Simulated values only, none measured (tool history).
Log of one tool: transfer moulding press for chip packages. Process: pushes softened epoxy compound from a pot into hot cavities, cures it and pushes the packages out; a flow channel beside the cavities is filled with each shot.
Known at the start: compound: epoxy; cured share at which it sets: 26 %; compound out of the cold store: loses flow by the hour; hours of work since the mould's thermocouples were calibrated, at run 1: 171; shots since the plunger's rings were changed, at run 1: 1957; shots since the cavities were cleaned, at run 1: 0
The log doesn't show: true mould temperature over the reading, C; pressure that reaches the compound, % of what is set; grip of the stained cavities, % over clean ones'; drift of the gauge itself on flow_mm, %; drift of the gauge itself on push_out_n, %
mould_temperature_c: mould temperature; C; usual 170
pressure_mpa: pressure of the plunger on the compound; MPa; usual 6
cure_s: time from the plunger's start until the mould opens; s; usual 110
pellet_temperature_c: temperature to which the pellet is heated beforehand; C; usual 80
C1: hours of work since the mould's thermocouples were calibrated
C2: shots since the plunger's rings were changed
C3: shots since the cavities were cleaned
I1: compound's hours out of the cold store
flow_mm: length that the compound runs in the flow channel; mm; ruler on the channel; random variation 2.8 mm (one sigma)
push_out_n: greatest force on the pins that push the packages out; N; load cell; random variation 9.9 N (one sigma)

Run 1, day 0: usual settings; C1 171; C2 1957; C3 0; I1 36.9. Result: flow_mm 635 mm, push_out_n 436 N.
Run 2, day 0.292: usual settings; C1 174; C2 2002; C3 45; I1 24.8. Result: flow_mm 682 mm, push_out_n 487 N.
Run 3, day 0.579: usual settings; C1 177; C2 2046; C3 89; I1 24.8. Result: flow_mm 683 mm, push_out_n 511 N.
Run 4, day 1.054: usual settings; C1 181; C2 2118; C3 161; I1 20.8. Result: flow_mm 692 mm, push_out_n 553 N.
Run 5, day 1.558: usual settings; C1 186; C2 2195; C3 238; I1 38.9. Result: flow_mm 624 mm, push_out_n 594 N.
Run 6, day 1.838: usual settings; C1 189; C2 2237; C3 280; I1 39. Result: flow_mm 617 mm, push_out_n 598 N.
At day 1.954: mould's thermocouples calibrated.
Run 7, day 2.208: usual settings; C1 3; C2 2281; C3 324; I1 43.2. Result: flow_mm 601 mm, push_out_n 626 N.
Run 8, day 2.554: usual settings but mould_temperature_c 168 C, pressure_mpa 4.5 MPa, cure_s 123 s, pellet_temperature_c 75 C; C1 6; C2 2333; C3 376; I1 8.1. Result: flow_mm 655 mm, push_out_n 640 N.
Run 9, day 3.004: usual settings but mould_temperature_c 168 C, pressure_mpa 4.5 MPa, cure_s 112 s, pellet_temperature_c 84 C; C1 10; C2 2402; C3 445; I1 18.4. Result: flow_mm 609 mm, push_out_n 735 N.
Run 10, day 3.242: usual settings but mould_temperature_c 168 C, pressure_mpa 4.5 MPa, cure_s 112 s, pellet_temperature_c 84 C; C1 13; C2 2438; C3 481; I1 47.2. Result: flow_mm 519 mm, push_out_n 723 N.
At day 3.488: mould's thermocouples calibrated, once more.
Run 11, day 3.879: usual settings but cure_s 93 s; C1 4; C2 2523; C3 566; I1 43.9. Result: flow_mm 604 mm, push_out_n 911 N.
Run 12, day 4.321: usual settings but cure_s 93 s; C1 8; C2 2590; C3 633; I1 41.2. Result: flow_mm 616 mm, push_out_n 979 N.
Run 13, day 4.617: usual settings but mould_temperature_c 167 C, pressure_mpa 6.25 MPa, cure_s 111 s; C1 11; C2 2635; C3 678; I1 21.3. Result: flow_mm 707 mm, push_out_n 933 N.

Forecast each of these 3 alternatives for the next run:
Run A, day 4.904: usual settings but mould_temperature_c 171 C, pressure_mpa 5.44 MPa, cure_s 111 s, pellet_temperature_c 84 C; C1 14; C2 2679; C3 722; I1 40.1. Result: flow_mm ?, push_out_n ?.
Run B, day 4.904: usual settings but mould_temperature_c 173 C, pressure_mpa 7.31 MPa, cure_s 112 s; C1 14; C2 2679; C3 722; I1 47.7. Result: flow_mm ?, push_out_n ?.
Run C, day 4.904: usual settings but mould_temperature_c 177 C, pressure_mpa 6.67 MPa, cure_s 111 s; C1 14; C2 2679; C3 722; I1 43.3. Result: flow_mm ?, push_out_n ?.

run  flow_mm  push_out_n
  A      581         731
  B      642         696
  C      623         636
Without the tool's hidden state the same runs would have given:
run  flow_mm  push_out_n
  A      615         433
  B      679         408
  C      659         370
